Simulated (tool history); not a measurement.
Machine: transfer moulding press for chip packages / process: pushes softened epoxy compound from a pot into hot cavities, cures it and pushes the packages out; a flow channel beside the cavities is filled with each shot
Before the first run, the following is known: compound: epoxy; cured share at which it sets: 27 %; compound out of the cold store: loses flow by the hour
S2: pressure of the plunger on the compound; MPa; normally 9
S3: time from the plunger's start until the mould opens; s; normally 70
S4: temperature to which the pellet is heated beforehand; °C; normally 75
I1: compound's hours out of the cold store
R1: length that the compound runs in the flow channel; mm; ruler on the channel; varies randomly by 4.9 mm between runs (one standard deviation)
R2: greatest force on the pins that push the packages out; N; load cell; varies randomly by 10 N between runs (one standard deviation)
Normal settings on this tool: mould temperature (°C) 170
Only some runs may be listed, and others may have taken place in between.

{"run": 1, "hour": 0.0, "mould temperature (°C)": 170, "S2": 9, "S3": 70, "S4": 75, "I1": 10.8, "R1": 774, "R2": 555}
{"run": 2, "hour": 12.3, "mould temperature (°C)": 170, "S2": 9, "S3": 70, "S4": 75, "I1": 30.7, "R1": 663, "R2": 566}
{"run": 3, "hour": 22.4, "mould temperature (°C)": 170, "S2": 9, "S3": 70, "S4": 75, "I1": 41.2, "R1": 617, "R2": 581}
{"run": 4, "hour": 28.8, "mould temperature (°C)": 170, "S2": 9, "S3": 70, "S4": 75, "I1": 40.9, "R1": 622, "R2": 630}
{"run": 5, "hour": 39.3, "mould temperature (°C)": 170, "S2": 9, "S3": 70, "S4": 75, "I1": 25.7, "R1": 682, "R2": 682}
{"run": 6, "hour": 45.1, "mould temperature (°C)": 170, "S2": 9, "S3": 70, "S4": 75, "I1": 14.8, "R1": 749, "R2": 697}
{"run": 7, "hour": 50.4, "mould temperature (°C)": 170, "S2": 9, "S3": 70, "S4": 75, "I1": 30, "R1": 662, "R2": 690}
{"hour": 55.6, "done": "cavities cleaned with cleaning compound and waxed"}
{"run": 8, "hour": 57.7, "mould temperature (°C)": 174, "S2": 9, "S3": 70, "S4": 75, "I1": 17.2, "R1": 716, "R2": 432}
{"run": 9, "hour": 69.8, "mould temperature (°C)": 170, "S2": 10.16, "S3": 70, "S4": 75, "I1": 47, "R1": 616, "R2": 522}
{"run": 10, "hour": 76.1, "mould temperature (°C)": 170, "S2": 9, "S3": 70, "S4": 75, "I1": 12.9, "R1": 751, "R2": 624}
{"run": 11, "hour": 82.8, "mould temperature (°C)": 170, "S2": 9, "S3": 70, "S4": 75, "I1": 32.7, "R1": 641, "R2": 622}
{"run": 12, "hour": 94.8, "mould temperature (°C)": 170, "S2": 9, "S3": 70, "S4": 75, "I1": 41.3, "R1": 606, "R2": 637}
{"run": 13, "hour": 106.8, "mould temperature (°C)": 170, "S2": 9, "S3": 70, "S4": 75, "I1": 29.6, "R1": 660, "R2": 687}
{"hour": 115.9, "done": "cavities cleaned with cleaning compound and waxed"}
{"run": 14, "hour": 116.4, "mould temperature (°C)": 170, "S2": 9, "S3": 70, "S4": 75, "I1": 22.4, "R1": 697, "R2": 534}
{"run": 15, "hour": 124.6, "mould temperature (°C)": 170, "S2": 9, "S3": 105, "S4": 75, "I1": 16.7, "R1": 716, "R2": 371}
{"run": 16, "hour": 130.9, "mould temperature (°C)": 170, "S2": 8.81, "S3": 105, "S4": 75, "I1": 41, "R1": 588, "R2": 387}
{"run": 17, "hour": 140.7, "mould temperature (°C)": 171, "S2": 8.78, "S3": 101, "S4": 75, "I1": 24.2, "R1": 669, "R2": 427}
{"run": 18, "hour": 151.6, "mould temperature (°C)": 171, "S2": 8.78, "S3": 101, "S4": 75, "I1": 46.6, "R1": 566, "R2": 460}
{"run": 19, "hour": 164.4, "mould temperature (°C)": 164, "S2": 9, "S3": 102, "S4": 75, "I1": 46, "R1": 588, "R2": 504}
{"run": 20, "hour": 171.6, "mould temperature (°C)": 167, "S2": 10.89, "S3": 102, "S4": 75, "I1": 9.3, "R1": 837, "R2": 517}
{"hour": 176.8, "done": "cavities cleaned with cleaning compound and waxed"}
{"run": 21, "hour": 182.4, "mould temperature (°C)": 167, "S2": 10.89, "S3": 52, "S4": 75, "I1": 47.7, "R1": 625, "R2": 1250}
{"run": 22, "hour": 189.2, "mould temperature (°C)": 167, "S2": 10.89, "S3": 52, "S4": 75, "I1": 36.1, "R1": 683, "R2": 1364}
{"run": 23, "hour": 202.1, "mould temperature (°C)": 170, "S2": 9, "S3": 53, "S4": 75, "I1": 47.7, "R1": 559, "R2": 1237}
{"run": 24, "hour": 207.6, "mould temperature (°C)": 163, "S2": 9, "S3": 67, "S4": 75, "I1": 39.4, "R1": 612, "R2": 1035}
{"run": 25, "hour": 215.2, "mould temperature (°C)": 170, "S2": 7.35, "S3": 92, "S4": 75, "I1": 9.9, "R1": 674, "R2": 466}
{"run": 26, "hour": 221.1, "mould temperature (°C)": 170, "S2": 7.24, "S3": 91, "S4": 84, "I1": 12.5, "R1": 654, "R2": 488}
{"run": 27, "hour": 229.2, "mould temperature (°C)": 170, "S2": 10.16, "S3": 89, "S4": 84, "I1": 46.9, "R1": 604, "R2": 525}

Each row is a separate what-if for the run after 27, all from the same tool condition, not one after another. Results?
{"run": "A", "hour": 235.1, "mould temperature (°C)": 171, "S2": 9.4, "S3": 88, "S4": 75, "I1": 10.1, "R1": "?", "R2": "?"}
{"run": "B", "hour": 235.1, "mould temperature (°C)": 170, "S2": 10.48, "S3": 107, "S4": 77, "I1": 17.7, "R1": "?", "R2": "?"}
{"run": "C", "hour": 235.1, "mould temperature (°C)": 166, "S2": 8.39, "S3": 89, "S4": 80, "I1": 32.3, "R1": "?", "R2": "?"}
{"run": "D", "hour": 235.1, "mould temperature (°C)": 170, "S2": 7.97, "S3": 70, "S4": 75, "I1": 35, "R1": "?", "R2": "?"}
{"run": "E", "hour": 235.1, "mould temperature (°C)": 170, "S2": 7.6, "S3": 70, "S4": 78, "I1": 28, "R1": "?", "R2": "?"}

run=A R1=763 R2=530
run=B R1=769 R2=502
run=C R1=602 R2=591
run=D R1=584 R2=706
run=E R1=595 R2=709
What these runs would have given with no unlogged condition in the tool:
run=A R1=797 R2=350
run=B R1=803 R2=335
run=C R1=629 R2=395
run=D R1=610 R2=471
run=E R1=622 R2=475
